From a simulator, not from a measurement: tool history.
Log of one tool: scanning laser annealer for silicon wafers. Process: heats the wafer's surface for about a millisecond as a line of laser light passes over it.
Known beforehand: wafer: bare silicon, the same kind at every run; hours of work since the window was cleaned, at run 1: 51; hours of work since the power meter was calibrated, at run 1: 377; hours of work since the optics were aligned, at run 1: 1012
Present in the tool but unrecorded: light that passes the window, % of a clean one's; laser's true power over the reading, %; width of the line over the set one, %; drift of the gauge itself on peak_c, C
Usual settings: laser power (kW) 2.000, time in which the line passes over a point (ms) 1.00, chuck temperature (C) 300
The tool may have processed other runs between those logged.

run	day	laser power (kW)	time in which the line passes over a point (ms)	chuck temperature (C)	hours of work since the window was cleaned	hours of work since the power meter was calibrated	hours of work since the optics were aligned	highest temperature of the surface (C)
1	0.000	2.000	1.00	300	51	377	1012	1106
2	0.608	2.000	1.00	300	62	388	1023	1106
3	1.204	2.000	1.00	300	73	398	1033	1102
4	2.212	2.000	1.00	300	91	416	1051	1101
5	2.942	2.000	1.00	300	104	429	1064	1101
6	3.412	2.000	1.00	300	112	438	1073	1101
7	4.054	2.000	1.00	300	123	449	1084	1101
8	4.954	2.069	1.00	300	139	465	1100	1135
9	5.604	2.069	1.00	300	151	477	1112	1133
10	6.446	2.069	1.00	300	166	492	1127	1133
11	6.938	2.000	1.00	300	174	500	1135	1095
12	7.908	2.000	1.00	317	192	518	1152	1115
13	8.442	1.755	1.00	300	201	527	1162	968
14	8.854	1.755	1.00	300	209	534	1169	971
15	9.371	1.755	1.00	300	218	544	1178	969
16	10.242	1.755	1.00	300	233	559	1194	968
17	11.154	1.755	1.00	300	249	575	1210	966
18	11.817	1.755	1.00	300	261	587	1222	966
19	12.467	1.755	1.00	300	273	599	1233	966
20	12.946	2.000	1.00	300	281	607	1242	1095
21	13.417	1.764	1.02	304	290	615	1250	984
22	14.312	2.171	0.83	290	306	631	1266	1090
23	15.250	2.000	1.14	300	322	648	1283	1145
24	15.838	2.053	0.83	327	333	658	1293	1070
25	16.771	2.066	1.11	265	349	675	1310	1134
26	17.338	1.967	1.00	337	359	685	1320	1107
# day 18.546: optics aligned, line set to its width
27	18.558	1.967	1.00	337	377	703	0	1111
28	19.104	1.967	1.00	337	387	713	10	1113
29	19.554	1.944	1.00	285	395	721	18	1051
30	20.171	1.944	1.00	285	406	732	29	1047
31	21.038	1.924	0.96	285	421	747	44	1024
32	21.717	1.775	1.00	300	433	759	56	976
33	22.467	2.010	1.00	300	447	772	70	1096
34	23.371	2.010	1.00	325	463	789	86	1118
35	23.817	1.927	0.82	314	471	796	94	995
36	24.275	1.981	1.16	314	479	805	102	1154
37	24.958	1.981	1.16	314	491	817	114	1155
38	25.788	1.981	1.16	314	506	831	129	1153
39	26.254	1.981	1.16	314	514	840	137	1155
40	26.800	1.815	1.00	308	524	849	147	1000

How would selected steps in highest temperature of the surface (C) from run to run divide? Give the signed amount a tool lacking its hidden state would still show from settings, what came in and random variation, and the signed amount left for the hidden state, including any gauge scatter that is not in both of the compared results.
Run 12 -> 13: laser power (kW) 2.000 -> 1.755, chuck temperature (C) 317 -> 300. highest temperature of the surface (C) -147: hidden state +2, all else -149.
Run 24 -> 25: laser power (kW) 2.053 -> 2.066, time in which the line passes over a point (ms) 0.83 -> 1.11, chuck temperature (C) 327 -> 265. highest temperature of the surface (C) +64: hidden state -6, all else +70.
Run 35 -> 36: laser power (kW) 1.927 -> 1.981, time in which the line passes over a point (ms) 0.82 -> 1.16. highest temperature of the surface (C) +159: hidden state -6, all else +165.
Run 39 -> 40: laser power (kW) 1.981 -> 1.815, time in which the line passes over a point (ms) 1.16 -> 1.00, chuck temperature (C) 314 -> 308. highest temperature of the surface (C) -155: hidden state +5, all else -160.

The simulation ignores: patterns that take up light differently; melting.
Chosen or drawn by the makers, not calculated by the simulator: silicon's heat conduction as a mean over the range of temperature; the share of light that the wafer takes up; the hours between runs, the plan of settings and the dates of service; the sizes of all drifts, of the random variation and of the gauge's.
